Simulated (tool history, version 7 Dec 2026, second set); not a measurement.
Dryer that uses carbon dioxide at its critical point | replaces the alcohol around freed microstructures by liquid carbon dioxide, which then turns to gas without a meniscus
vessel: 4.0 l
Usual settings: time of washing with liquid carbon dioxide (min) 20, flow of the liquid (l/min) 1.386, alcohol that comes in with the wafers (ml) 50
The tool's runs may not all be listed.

run,hour,time of washing with liquid carbon dioxide (min),flow of the liquid (l/min),alcohol that comes in with the wafers (ml),alcohol left in the vessel before it's heated (ppm by volume)
1,0.0,20,1.386,50,81
2,10.6,20,1.386,50,91
3,20.4,20,1.386,50,94
4,31.7,14,1.386,50,373
5,41.1,14,1.386,50,367
6,47.7,14,1.386,50,368
7,55.3,20,1.450,50,74
8,65.9,20,1.450,50,82
9,75.9,20,1.450,50,84
10,84.2,20,1.450,50,79
11,90.6,20,1.450,50,83
12,102.0,20,1.450,50,88
13,110.5,20,1.450,50,91
14,122.7,20,1.450,50,92
15,135.0,20,1.450,50,89
16,144.9,20,1.450,50,92
17,150.8,20,1.386,34,77
18,160.3,20,1.386,34,88
19,166.6,16,1.620,65,186
20,172.3,16,1.620,65,186
21,181.4,27,2.130,65,31
22,192.8,20,1.430,78,141
23,201.7,12,0.930,22,749
24,212.0,12,0.930,22,778
25,224.6,24,1.910,42,32
26,235.5,24,1.910,42,30
27,246.4,16,1.386,64,351
28,252.4,16,1.386,64,340
29,263.6,26,1.980,50,38
30,269.1,26,0.860,114,557
31,278.5,20,1.290,37,125
32,287.2,19,1.420,50,143

The next listed run, before its measurement:
33,297.9,29,1.110,115,?

alcohol left in the vessel before it's heated (ppm by volume): 133
Without the tool's hidden state the same run would have given alcohol left in the vessel before it's heated (ppm by volume) 63.
